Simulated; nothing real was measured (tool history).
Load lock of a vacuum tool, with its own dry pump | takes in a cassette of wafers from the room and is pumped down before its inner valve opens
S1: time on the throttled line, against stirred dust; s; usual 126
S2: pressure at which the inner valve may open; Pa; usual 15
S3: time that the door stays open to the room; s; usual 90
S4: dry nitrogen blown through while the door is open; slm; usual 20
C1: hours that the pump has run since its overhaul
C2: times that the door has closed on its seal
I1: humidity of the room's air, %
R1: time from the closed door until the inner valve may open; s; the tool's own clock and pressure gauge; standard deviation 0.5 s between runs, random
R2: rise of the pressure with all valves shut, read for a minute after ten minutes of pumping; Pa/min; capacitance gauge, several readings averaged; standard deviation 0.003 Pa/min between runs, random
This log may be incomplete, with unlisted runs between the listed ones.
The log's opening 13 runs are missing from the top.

| run | hour | S1 | S2 | S3 | S4 | C1 | C2 | I1 | R1 | R2 |
|---|---|---|---|---|---|---|---|---|---|---|
| 14 | 1074.9 | 178 | 15 | 90 | 20 | 14266 | 4356 | 47.7 | 229.6 | 0.067 |
| 15 | 1137.4 | 178 | 15 | 90 | 20 | 14328 | 4485 | 44.9 | 230.8 | 0.065 |
| 16 | 1236.3 | 126 | 15 | 37 | 20 | 14427 | 4690 | 43.0 | 187.0 | 0.047 |
| 17 | 1349.7 | 126 | 15 | 37 | 20 | 14541 | 4924 | 47.0 | 186.8 | 0.047 |
| 18 | 1464.8 | 126 | 15 | 37 | 20 | 14656 | 5162 | 41.8 | 186.4 | 0.050 |
| 19 | 1556.8 | 126 | 15 | 37 | 20 | 14748 | 5352 | 44.6 | 186.3 | 0.050 |
| 20 | 1655.9 | 126 | 26 | 36 | 6 | 14847 | 5557 | 44.0 | 180.7 | 0.058 |
| 21 | 1725.0 | 140 | 26 | 65 | 17 | 14916 | 5700 | 44.2 | 194.1 | 0.056 |
| 22 | 1802.0 | 105 | 15 | 90 | 20 | 14993 | 5859 | 45.9 | 169.4 | 0.067 |
| 23 | 1886.5 | 112 | 21 | 31 | 18 | 15077 | 6034 | 42.5 | 171.1 | 0.049 |
| 24 | 1964.3 | 122 | 23 | 39 | 18 | 15155 | 6195 | 46.6 | 179.4 | 0.058 |
| 25 | 2033.8 | 126 | 20 | 90 | 34 | 15225 | 6338 | 41.7 | 184.5 | 0.055 |
| 26 | 2132.3 | 126 | 20 | 90 | 34 | 15323 | 6542 | 45.1 | 183.7 | 0.054 |
| 27 | 2191.3 | 126 | 15 | 90 | 20 | 15382 | 6664 | 42.6 | 186.9 | 0.067 |
| 28 | 2294.1 | 66 | 15 | 90 | 35 | 15485 | 6876 | 43.8 | 136.0 | 0.061 |
| 29 | 2404.4 | 126 | 16 | 90 | 13 | 15595 | 7104 | 46.0 | 187.8 | 0.077 |
| 30 | 2517.0 | 126 | 23 | 90 | 20 | 15708 | 7337 | 42.2 | 183.1 | 0.070 |
| 31 | 2593.3 | 126 | 23 | 90 | 20 | 15784 | 7495 | 42.8 | 184.0 | 0.067 |
| 32 | 2686.3 | 107 | 18 | 28 | 20 | 15877 | 7687 | 46.1 | 169.3 | 0.055 |
| 33 | 2746.0 | 107 | 19 | 28 | 20 | 15937 | 7810 | 45.4 | 169.5 | 0.057 |
| 34 | 2829.3 | 244 | 16 | 29 | 22 | 16020 | 7983 | 43.8 | 287.3 | 0.062 |
| 35 | 2881.5 | 244 | 20 | 34 | 5 | 16072 | 8091 | 45.0 | 285.7 | 0.074 |
| 36 | 2951.2 | 126 | 15 | 105 | 20 | 16142 | 8235 | 45.2 | 187.6 | 0.077 |
| 37 | 3056.6 | 164 | 23 | 165 | 38 | 16247 | 8453 | 45.4 | 216.8 | 0.072 |
| 38 | 3166.5 | 164 | 23 | 165 | 38 | 16357 | 8680 | 44.1 | 215.8 | 0.078 |

Forecast each of these 3 alternatives for the next run:
| A | 3280.0 | 164 | 30 | 165 | 38 | 16471 | 8914 | 43.8 | ? | ? |
| B | 3280.0 | 164 | 14 | 98 | 38 | 16471 | 8914 | 45.1 | ? | ? |
| C | 3280.0 | 67 | 11 | 29 | 20 | 16471 | 8914 | 44.2 | ? | ? |

| run | R1 | R2 |
|---|---|---|
| A | 213.5 | 0.074 |
| B | 220.6 | 0.067 |
| C | 140.2 | 0.065 |
Take away the tool's hidden state, keep each run's random variation, and the runs would have read:
| run | R1 | R2 |
|---|---|---|
| A | 205.7 | 0.038 |
| B | 211.6 | 0.030 |
| C | 128.6 | 0.029 |

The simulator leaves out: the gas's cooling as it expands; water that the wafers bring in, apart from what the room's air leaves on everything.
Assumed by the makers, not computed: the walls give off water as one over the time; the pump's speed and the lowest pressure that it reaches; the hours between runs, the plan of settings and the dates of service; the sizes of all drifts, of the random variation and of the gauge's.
